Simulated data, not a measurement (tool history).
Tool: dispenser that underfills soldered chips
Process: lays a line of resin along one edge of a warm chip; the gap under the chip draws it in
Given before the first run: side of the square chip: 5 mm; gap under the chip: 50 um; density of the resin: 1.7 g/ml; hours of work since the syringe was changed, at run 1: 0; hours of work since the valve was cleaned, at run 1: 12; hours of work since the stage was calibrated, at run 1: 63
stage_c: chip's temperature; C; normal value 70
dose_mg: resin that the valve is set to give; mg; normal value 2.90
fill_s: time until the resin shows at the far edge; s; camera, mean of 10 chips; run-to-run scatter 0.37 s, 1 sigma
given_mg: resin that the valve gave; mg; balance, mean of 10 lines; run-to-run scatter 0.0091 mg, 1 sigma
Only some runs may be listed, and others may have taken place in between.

run	hour	stage_c	dose_mg	hours of work since the syringe was changed	hours of work since the valve was cleaned	hours of work since the stage was calibrated	fill_s	given_mg
1	0.0	70	2.90	0	12	63	21.1	2.865
2	4.1	70	3.61	3	14	66	24.2	3.557
3	9.1	70	2.90	6	18	70	28.6	2.840
# hour 13.5: new syringe of resin
4	13.6	70	2.90	0	21	73	21.4	2.818
5	22.5	70	2.90	6	27	79	28.9	2.822
# hour 27.3: new syringe of resin
6	31.0	70	3.52	3	32	84	22.9	3.403
7	37.7	70	2.90	7	37	89	30.1	2.787
# hour 41.1: new syringe of resin
8	42.6	70	2.90	1	40	92	22.9	2.776
9	48.8	70	2.90	5	45	97	27.4	2.765
# hour 55.0: new syringe of resin
# hour 56.5: dispensing valve cleaned and set on the balance
10	56.5	70	2.90	0	0	101	21.4	2.893
11	65.8	70	2.90	7	6	107	29.7	2.892
# hour 69.8: new syringe of resin
12	75.4	70	3.32	4	13	114	24.2	3.266
# hour 83.9: new syringe of resin
13	84.9	70	2.90	1	19	120	22.1	2.847
14	94.3	70	2.90	7	26	127	29.7	2.805
# hour 97.7: new syringe of resin
15	98.9	70	2.90	1	29	130	21.4	2.830
16	104.3	70	2.90	5	32	133	26.2	2.824
# hour 111.5: new syringe of resin
17	111.7	70	2.90	0	37	138	21.6	2.791
18	116.1	63	2.90	3	40	141	32.7	2.790
19	122.4	67	3.24	8	45	146	33.9	3.102
# hour 125.3: new syringe of resin
20	127.8	67	3.24	2	48	149	25.4	3.094
# hour 130.1: dispensing valve cleaned and set on the balance
21	136.9	66	2.83	7	5	155	36.0	2.812
# hour 140.1: new syringe of resin
22	143.6	64	2.85	2	9	159	29.9	2.825
23	148.7	64	2.85	6	13	163	36.0	2.799
# hour 153.6: new syringe of resin
24	154.6	64	2.85	1	16	166	27.1	2.797
25	162.1	70	2.91	6	22	172	27.3	2.851
# hour 167.3: new syringe of resin
26	169.2	67	3.56	1	26	176	23.9	3.473
27	178.1	67	3.56	7	33	182	31.7	3.460
# hour 181.2: new syringe of resin
28	185.7	70	3.31	3	38	187	23.9	3.188
# hour 194.9: new syringe of resin
29	194.9	73	3.31	0	44	194	18.1	3.171
30	199.8	73	3.31	3	47	197	20.5	3.148
# hour 204.0: dispensing valve cleaned and set on the balance
31	205.9	75	3.21	7	1	201	23.6	3.223
# hour 209.6: new syringe of resin
32	214.5	75	3.21	3	7	206	19.5	3.193
33	219.2	71	3.14	7	10	210	27.3	3.114
# hour 223.4: new syringe of resin
34	227.4	71	3.14	3	16	215	21.5	3.092
35	233.8	71	2.82	7	20	219	28.5	2.766

Consider 3 possible next runs. They are alternatives, not a sequence: every one starts from the tool as it was left by run 35. What does each give?
# hour 237.1: new syringe of resin
A	239.5	71	3.72	2	24	223	?	?
# hour 237.1: new syringe of resin
B	239.5	58	2.69	2	24	223	?	?
# hour 237.1: new syringe of resin
C	239.5	79	3.46	2	24	223	?	?

run	fill_s	given_mg
A	21.0	3.645
B	37.6	2.632
C	15.0	3.391
The same runs, with their run-to-run variation unchanged, on a tool lacking any hidden condition would have given:
run	fill_s	given_mg
A	20.2	3.729
B	36.2	2.693
C	14.4	3.468

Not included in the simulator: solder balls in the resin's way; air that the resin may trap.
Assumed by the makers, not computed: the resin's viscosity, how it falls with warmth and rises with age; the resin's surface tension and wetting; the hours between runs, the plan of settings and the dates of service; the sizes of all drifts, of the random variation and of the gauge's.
